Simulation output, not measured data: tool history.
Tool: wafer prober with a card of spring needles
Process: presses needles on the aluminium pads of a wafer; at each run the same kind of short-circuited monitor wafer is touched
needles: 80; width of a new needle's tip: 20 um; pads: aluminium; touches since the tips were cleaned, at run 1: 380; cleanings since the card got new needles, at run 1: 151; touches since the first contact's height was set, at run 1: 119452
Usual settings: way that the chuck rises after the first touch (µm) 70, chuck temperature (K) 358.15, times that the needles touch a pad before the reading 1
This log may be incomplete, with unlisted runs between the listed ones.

run   hour  way that the chuck rises after the first touch (µm)  chuck temperature (K)  times that the needles touch a pad before the reading  touches since the tips were cleaned  cleanings since the card got new needles  touches since the first contact's height was set  resistance of one needle with its contact and lead (mohm)  way that a needle slides on the pad (µm)
  1    0.0                                                   70                 358.15                                                      1                                  380                                       151                                            119452                                                        214                                     18.51
       9.9  -- tips cleaned on abrasive film
      19.7  -- tips cleaned on abrasive film
  2   28.9                                                   70                 358.15                                                      1                                 4334                                       153                                            132945                                                        326                                     18.52
      31.5  -- tips cleaned on abrasive film
      41.3  -- tips cleaned on abrasive film
      53.6  -- tips cleaned on abrasive film
      63.5  -- tips cleaned on abrasive film
      73.3  -- tips cleaned on abrasive film
      85.6  -- tips cleaned on abrasive film
      96.1  -- tips cleaned on abrasive film
  3   96.1                                                   70                 358.15                                                      1                                    0                                       160                                            164139                                                        175                                     18.37
     108.4  -- tips cleaned on abrasive film
     118.2  -- tips cleaned on abrasive film
     128.1  -- tips cleaned on abrasive film
     138.0  -- tips cleaned on abrasive film
  4  145.4                                                   70                 358.15                                                      1                                 3508                                       164                                            187110                                                        323                                     18.31
     148.0  -- tips cleaned on abrasive film
     157.8  -- tips cleaned on abrasive film
     167.7  -- tips cleaned on abrasive film
     180.0  -- tips cleaned on abrasive film
     189.9  -- tips cleaned on abrasive film
     202.2  -- tips cleaned on abrasive film
  5  208.3                                                   70                 358.15                                                      1                                 2884                                       170                                            216335                                                        305                                     18.28
     213.3  -- tips cleaned on abrasive film
     223.1  -- tips cleaned on abrasive film
     228.3  -- height of the first contact set anew
     233.3  -- tips cleaned on abrasive film
     245.6  -- tips cleaned on abrasive film
  6  248.4                                                   70                 358.15                                                      1                                 1301                                       174                                              9315                                                        261                                     18.73
     255.8  -- tips cleaned on abrasive film
     265.6  -- tips cleaned on abrasive film
     277.9  -- tips cleaned on abrasive film
     287.8  -- tips cleaned on abrasive film
     297.6  -- tips cleaned on abrasive film
  7  307.3                                                   70                 358.15                                                      1                                 4546                                       179                                             36759                                                        327                                     18.69
     309.9  -- tips cleaned on abrasive film
     322.2  -- tips cleaned on abrasive film
     334.4  -- tips cleaned on abrasive film
     346.7  -- tips cleaned on abrasive film
  8  347.5                                                   70                 358.15                                                      1                                  336                                       183                                             55414                                                        208                                     18.64
     357.3  -- tips cleaned on abrasive film
     369.6  -- tips cleaned on abrasive film
     381.9  -- tips cleaned on abrasive film
     393.0  -- tips cleaned on abrasive film
  9  393.0                                                   70                 358.15                                                      1                                    0                                       187                                             76594                                                        172                                     18.60
     405.3  -- tips cleaned on abrasive film
     417.6  -- tips cleaned on abrasive film
     429.9  -- tips cleaned on abrasive film
 10  432.7                                                   70                 358.15                                                      1                                 1349                                       190                                             95117                                                        260                                     18.54
     440.2  -- tips cleaned on abrasive film
     450.0  -- tips cleaned on abrasive film
     462.3  -- tips cleaned on abrasive film
 11  466.9                                                   70                 358.15                                                      1                                 2156                                       193                                            111016                                                        303                                     18.49
     474.3  -- tips cleaned on abrasive film
     484.2  -- tips cleaned on abrasive film
     494.0  -- tips cleaned on abrasive film
     506.3  -- tips cleaned on abrasive film
     516.2  -- tips cleaned on abrasive film
     528.5  -- tips cleaned on abrasive film
 12  533.7                                                   70                 302.15                                                      1                                 2458                                       199                                            142097                                                        291                                     18.50
     538.7  -- tips cleaned on abrasive film
     548.6  -- tips cleaned on abrasive film
     560.8  -- tips cleaned on abrasive film
     570.7  -- tips cleaned on abrasive film
     580.6  -- tips cleaned on abrasive film
 13  589.1                                                   70                 302.15                                                      2                                 4006                                       204                                            167853                                                        261                                     18.40
     591.6  -- tips cleaned on abrasive film
     603.9  -- tips cleaned on abrasive film
     613.8  -- tips cleaned on abrasive film
     626.1  -- tips cleaned on abrasive film
     637.3  -- tips cleaned on abrasive film
 14  637.3                                                   70                 302.15                                                      2                                    0                                       209                                            190257                                                        163                                     18.36
     647.2  -- tips cleaned on abrasive film
     657.0  -- tips cleaned on abrasive film
     666.9  -- tips cleaned on abrasive film
     676.7  -- tips cleaned on abrasive film
     689.0  -- tips cleaned on abrasive film
     698.9  -- tips cleaned on abrasive film
 15  699.3                                                   70                 302.15                                                      2                                  177                                       215                                            219058                                                        170                                     18.27
     709.1  -- tips cleaned on abrasive film
     714.3  -- height of the first contact set anew
     719.3  -- tips cleaned on abrasive film
 16  726.7                                                   70                 302.15                                                      2                                 3498                                       217                                              5788                                                        255                                     18.77
     729.3  -- tips cleaned on abrasive film
     739.1  -- tips cleaned on abrasive film
     751.4  -- tips cleaned on abrasive film
 17  753.7                                                   70                 302.15                                                      2                                 1089                                       220                                             18326                                                        193                                     18.75
     763.6  -- tips cleaned on abrasive film
     775.9  -- tips cleaned on abrasive film
     785.8  -- tips cleaned on abrasive film
     795.6  -- tips cleaned on abrasive film
     805.5  -- tips cleaned on abrasive film
 18  809.5                                                   59                 375.15                                                      1                                 1884                                       225                                             44254                                                        314                                     15.72
     816.9  -- tips cleaned on abrasive film
     826.8  -- tips cleaned on abrasive film
     838.8  -- card fitted with new needles
     851.1  -- tips cleaned on abrasive film
     863.3  -- tips cleaned on abrasive film
     875.6  -- tips cleaned on abrasive film
 19  877.8                                                   59                 375.15                                                      1                                 1017                                         3                                             18191                                                        266                                     15.78
     887.7  -- tips cleaned on abrasive film
     897.5  -- tips cleaned on abrasive film
 20  905.7                                                   70                 349.15                                                      1                                 3829                                         5                                             31180                                                        298                                     18.76
     908.2  -- tips cleaned on abrasive film
     918.1  -- tips cleaned on abrasive film
     930.4  -- tips cleaned on abrasive film
     940.2  -- tips cleaned on abrasive film
 21  945.3                                                   64                 358.15                                                      1                                 2374                                         9                                             49583                                                        301                                     17.05

Some steps in resistance of one needle with its contact and lead (mohm) between neighbouring runs. How much of each would the tool show without its hidden state too (settings, what came in, random variation), and how much is left for the hidden state, with any gauge scatter that isn't in both results?
What the log doesn't record here: debris on the tips, nm; way that the needles fall short of the set height, um; tips' diameter, um; drift of the gauge itself on contact_mohm, %; drift of the gauge itself on scrub_um, %.
Run 2 -> 3: tips cleaned on abrasive film, tips cleaned on abrasive film, tips cleaned on abrasive film, tips cleaned on abrasive film, tips cleaned on abrasive film, tips cleaned on abrasive film, tips cleaned on abrasive film. resistance of one needle with its contact and lead (mohm) -151: hidden state -148, all else -3.
Run 3 -> 4: tips cleaned on abrasive film, tips cleaned on abrasive film, tips cleaned on abrasive film, tips cleaned on abrasive film. resistance of one needle with its contact and lead (mohm) +148: hidden state +146, all else +2.

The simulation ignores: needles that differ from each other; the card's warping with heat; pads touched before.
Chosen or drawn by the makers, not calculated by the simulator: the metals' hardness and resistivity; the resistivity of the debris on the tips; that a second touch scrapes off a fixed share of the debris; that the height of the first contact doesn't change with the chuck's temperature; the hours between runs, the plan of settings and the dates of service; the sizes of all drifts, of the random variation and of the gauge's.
